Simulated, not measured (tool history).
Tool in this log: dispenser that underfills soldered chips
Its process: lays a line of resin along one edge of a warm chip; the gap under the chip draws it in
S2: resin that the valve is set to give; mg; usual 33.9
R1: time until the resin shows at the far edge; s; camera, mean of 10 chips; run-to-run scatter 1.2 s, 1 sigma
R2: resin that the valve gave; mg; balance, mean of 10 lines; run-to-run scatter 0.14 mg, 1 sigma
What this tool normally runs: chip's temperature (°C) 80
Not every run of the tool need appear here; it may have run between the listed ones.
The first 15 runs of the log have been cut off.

run 16 hour=71.1 | chip's_temperature_(°C)=70 S2=44.1 | R1=283.2 R2=39.44
-- hour=73.8 new syringe of resin
run 17 hour=76.7 | chip's_temperature_(°C)=70 S2=42.8 | R1=168.4 R2=38.13
run 18 hour=81.6 | chip's_temperature_(°C)=67 S2=38.2 | R1=225.6 R2=34.18
-- hour=84.1 dispensing valve cleaned and set on the balance
run 19 hour=87.7 | chip's_temperature_(°C)=74 S2=33.3 | R1=210.0 R2=33.30
run 20 hour=93.7 | chip's_temperature_(°C)=80 S2=29.4 | R1=227.6 R2=29.20
-- hour=94.8 new syringe of resin
run 21 hour=98.1 | chip's_temperature_(°C)=91 S2=33.1 | R1=89.8 R2=33.02
run 22 hour=102.0 | chip's_temperature_(°C)=93 S2=32.0 | R1=97.3 R2=31.48
run 23 hour=105.1 | chip's_temperature_(°C)=69 S2=36.0 | R1=225.3 R2=35.55
run 24 hour=110.4 | chip's_temperature_(°C)=80 S2=42.4 | R1=194.9 R2=41.88
run 25 hour=114.2 | chip's_temperature_(°C)=80 S2=42.4 | R1=223.2 R2=41.81
-- hour=114.9 new syringe of resin
run 26 hour=118.4 | chip's_temperature_(°C)=75 S2=30.1 | R1=152.4 R2=29.82
run 27 hour=123.5 | chip's_temperature_(°C)=92 S2=30.1 | R1=108.9 R2=29.40
run 28 hour=128.2 | chip's_temperature_(°C)=70 S2=37.2 | R1=247.8 R2=36.29
run 29 hour=133.0 | chip's_temperature_(°C)=70 S2=37.2 | R1=296.3 R2=36.16
-- hour=134.7 new syringe of resin
run 30 hour=137.6 | chip's_temperature_(°C)=80 S2=37.2 | R1=119.5 R2=36.15

Consider 5 possible next runs. They are alternatives, not a sequence: every one starts from the tool as it was left by run 30. What does each give?
run A hour=143.6 | chip's_temperature_(°C)=72 S2=35.7 | R1=? R2=?
run B hour=143.6 | chip's_temperature_(°C)=80 S2=39.3 | R1=? R2=?
run C hour=143.6 | chip's_temperature_(°C)=74 S2=29.1 | R1=? R2=?
run D hour=143.6 | chip's_temperature_(°C)=77 S2=33.3 | R1=? R2=?
run E hour=143.6 | chip's_temperature_(°C)=93 S2=30.7 | R1=? R2=?

run=A R1=194.1 R2=34.35
run=B R1=148.1 R2=38.07
run=C R1=188.0 R2=28.34
run=D R1=170.5 R2=32.35
run=E R1=106.6 R2=29.59
With no hidden state in the tool, these same runs would have given:
run=A R1=143.6 R2=35.44
run=B R1=109.6 R2=39.27
run=C R1=138.3 R2=29.24
run=D R1=125.8 R2=33.38
run=E R1=78.5 R2=30.52
